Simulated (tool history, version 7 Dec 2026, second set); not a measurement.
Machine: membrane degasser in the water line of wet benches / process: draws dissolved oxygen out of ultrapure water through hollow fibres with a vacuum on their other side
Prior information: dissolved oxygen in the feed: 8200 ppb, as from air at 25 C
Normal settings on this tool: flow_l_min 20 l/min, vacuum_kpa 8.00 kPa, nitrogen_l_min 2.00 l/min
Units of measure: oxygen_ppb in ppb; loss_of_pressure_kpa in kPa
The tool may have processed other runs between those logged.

Run 1, hour 0.0: usual settings. Result: oxygen_ppb 202.7 ppb, loss_of_pressure_kpa 47.76 kPa.
Run 2, hour 106.0: usual settings. Result: oxygen_ppb 200.3 ppb, loss_of_pressure_kpa 48.04 kPa.
Run 3, hour 185.3: usual settings. Result: oxygen_ppb 202.0 ppb, loss_of_pressure_kpa 48.24 kPa.
Run 4, hour 246.7: usual settings. Result: oxygen_ppb 199.4 ppb, loss_of_pressure_kpa 47.97 kPa.
Run 5, hour 333.0: usual settings but vacuum_kpa 11.79 kPa. Result: oxygen_ppb 286.0 ppb, loss_of_pressure_kpa 47.79 kPa.
Run 6, hour 434.4: usual settings but vacuum_kpa 11.79 kPa. Result: oxygen_ppb 286.8 ppb, loss_of_pressure_kpa 48.19 kPa.
Run 7, hour 534.5: usual settings but vacuum_kpa 11.79 kPa. Result: oxygen_ppb 284.3 ppb, loss_of_pressure_kpa 47.44 kPa.
Run 8, hour 649.3: usual settings but vacuum_kpa 11.79 kPa. Result: oxygen_ppb 286.6 ppb, loss_of_pressure_kpa 48.19 kPa.
Run 9, hour 732.6: usual settings but vacuum_kpa 11.79 kPa. Result: oxygen_ppb 284.3 ppb, loss_of_pressure_kpa 47.81 kPa.
Run 10, hour 857.5: usual settings but flow_l_min 13 l/min, vacuum_kpa 7.77 kPa, nitrogen_l_min 0.89 l/min. Result: oxygen_ppb 168.1 ppb, loss_of_pressure_kpa 30.82 kPa.
Run 11, hour 920.0: usual settings but flow_l_min 13 l/min, vacuum_kpa 7.77 kPa, nitrogen_l_min 0.89 l/min. Result: oxygen_ppb 166.1 ppb, loss_of_pressure_kpa 31.11 kPa.
Run 12, hour 979.8: usual settings but flow_l_min 21 l/min, vacuum_kpa 18.54 kPa, nitrogen_l_min 1.73 l/min. Result: oxygen_ppb 510.1 ppb, loss_of_pressure_kpa 49.85 kPa.
Run 13, hour 1039.1: usual settings but flow_l_min 21 l/min, vacuum_kpa 18.54 kPa, nitrogen_l_min 1.73 l/min. Result: oxygen_ppb 513.0 ppb, loss_of_pressure_kpa 49.94 kPa.

What does the tool deliver on the next run?
Run 14, hour 1114.9: usual settings but flow_l_min 21 l/min, vacuum_kpa 18.54 kPa, nitrogen_l_min 1.73 l/min. Result: oxygen_ppb ?, loss_of_pressure_kpa ?.

Run 14 measured oxygen_ppb 516.5 ppb, loss_of_pressure_kpa 49.73 kPa.
If the tool had no hidden condition, the same run with the same run-to-run variation would have returned oxygen_ppb 516.2 ppb, loss_of_pressure_kpa 50.32 kPa.

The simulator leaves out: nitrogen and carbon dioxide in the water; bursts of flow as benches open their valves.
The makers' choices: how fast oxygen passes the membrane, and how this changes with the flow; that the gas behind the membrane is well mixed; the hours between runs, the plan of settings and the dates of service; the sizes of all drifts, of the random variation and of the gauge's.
